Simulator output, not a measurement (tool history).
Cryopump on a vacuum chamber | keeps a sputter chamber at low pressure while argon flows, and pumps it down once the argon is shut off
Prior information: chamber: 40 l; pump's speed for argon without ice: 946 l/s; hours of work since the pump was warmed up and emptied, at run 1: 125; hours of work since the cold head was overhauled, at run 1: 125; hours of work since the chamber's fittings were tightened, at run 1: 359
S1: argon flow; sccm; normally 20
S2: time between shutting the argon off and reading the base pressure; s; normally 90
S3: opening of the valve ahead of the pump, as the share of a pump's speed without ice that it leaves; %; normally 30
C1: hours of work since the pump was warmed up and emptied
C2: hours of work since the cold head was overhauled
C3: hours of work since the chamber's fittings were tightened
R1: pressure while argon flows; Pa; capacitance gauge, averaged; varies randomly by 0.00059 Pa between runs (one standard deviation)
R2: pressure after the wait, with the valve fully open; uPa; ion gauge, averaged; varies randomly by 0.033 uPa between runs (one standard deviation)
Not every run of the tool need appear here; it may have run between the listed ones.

run 1 hour=0.0 | S1=20 S2=90 S3=30 | C1=125 C2=125 C3=359 | R1=0.1208 R2=2.80
run 2 hour=13.5 | S1=20 S2=22 S3=30 | C1=132 C2=132 C3=366 | R1=0.1205 R2=7.31
run 3 hour=20.6 | S1=20 S2=22 S3=30 | C1=135 C2=135 C3=370 | R1=0.1219 R2=7.53
run 4 hour=32.9 | S1=20 S2=22 S3=30 | C1=142 C2=142 C3=376 | R1=0.1215 R2=7.31
run 5 hour=48.1 | S1=13 S2=22 S3=30 | C1=149 C2=149 C3=383 | R1=0.0790 R2=7.42
run 6 hour=60.5 | S1=13 S2=22 S3=30 | C1=156 C2=156 C3=390 | R1=0.0785 R2=7.26
run 7 hour=69.0 | S1=20 S2=90 S3=30 | C1=160 C2=160 C3=394 | R1=0.1213 R2=2.93
run 8 hour=85.4 | S1=29 S2=90 S3=30 | C1=168 C2=168 C3=402 | R1=0.1770 R2=2.95
run 9 hour=93.7 | S1=20 S2=90 S3=30 | C1=172 C2=172 C3=406 | R1=0.1226 R2=3.00
run 10 hour=102.9 | S1=20 S2=90 S3=30 | C1=177 C2=177 C3=411 | R1=0.1228 R2=2.98
run 11 hour=111.5 | S1=20 S2=90 S3=30 | C1=181 C2=181 C3=415 | R1=0.1224 R2=2.99
run 12 hour=123.9 | S1=20 S2=90 S3=30 | C1=187 C2=187 C3=422 | R1=0.1217 R2=2.92
run 13 hour=136.8 | S1=17 S2=90 S3=30 | C1=194 C2=194 C3=428 | R1=0.1042 R2=3.01
run 14 hour=147.8 | S1=20 S2=90 S3=30 | C1=199 C2=199 C3=434 | R1=0.1226 R2=3.01
run 15 hour=155.1 | S1=20 S2=155 S3=37 | C1=203 C2=203 C3=437 | R1=0.1010 R2=2.46
run 16 hour=167.1 | S1=20 S2=90 S3=55 | C1=209 C2=209 C3=443 | R1=0.0680 R2=3.14
run 17 hour=178.7 | S1=20 S2=90 S3=55 | C1=215 C2=215 C3=449 | R1=0.0683 R2=3.16
run 18 hour=188.8 | S1=18 S2=150 S3=33 | C1=220 C2=220 C3=454 | R1=0.1005 R2=2.55
run 19 hour=196.9 | S1=18 S2=150 S3=33 | C1=224 C2=224 C3=458 | R1=0.1018 R2=2.63
run 20 hour=204.6 | S1=27 S2=22 S3=37 | C1=228 C2=228 C3=462 | R1=0.1356 R2=7.48
run 21 hour=217.2 | S1=27 S2=22 S3=15 | C1=234 C2=234 C3=468 | R1=0.3283 R2=7.72
run 22 hour=229.1 | S1=10 S2=57 S3=27 | C1=240 C2=240 C3=474 | R1=0.0686 R2=4.08
run 23 hour=242.7 | S1=10 S2=117 S3=30 | C1=247 C2=247 C3=481 | R1=0.0613 R2=2.92
run 24 hour=250.2 | S1=11 S2=28 S3=28 | C1=251 C2=251 C3=485 | R1=0.0720 R2=6.59
run 25 hour=259.6 | S1=20 S2=200 S3=30 | C1=256 C2=256 C3=490 | R1=0.1237 R2=2.45
run 26 hour=272.3 | S1=20 S2=200 S3=30 | C1=262 C2=262 C3=496 | R1=0.1235 R2=2.55
run 27 hour=286.6 | S1=20 S2=200 S3=30 | C1=269 C2=269 C3=503 | R1=0.1240 R2=2.51

3 ways to go on from here, each from the tool as it stands after run 27. What would each give?
run A hour=302.6 | S1=14 S2=119 S3=21 | C1=277 C2=277 C3=511 | R1=? R2=?
run B hour=302.6 | S1=31 S2=53 S3=46 | C1=277 C2=277 C3=511 | R1=? R2=?
run C hour=302.6 | S1=9 S2=90 S3=30 | C1=277 C2=277 C3=511 | R1=? R2=?

run=A R1=0.1226 R2=2.99
run=B R1=0.1283 R2=4.34
run=C R1=0.0566 R2=3.30
Had the tool no hidden state, the same runs would have come out as:
run=A R1=0.1192 R2=1.43
run=B R1=0.1206 R2=2.77
run=C R1=0.0544 R2=1.75

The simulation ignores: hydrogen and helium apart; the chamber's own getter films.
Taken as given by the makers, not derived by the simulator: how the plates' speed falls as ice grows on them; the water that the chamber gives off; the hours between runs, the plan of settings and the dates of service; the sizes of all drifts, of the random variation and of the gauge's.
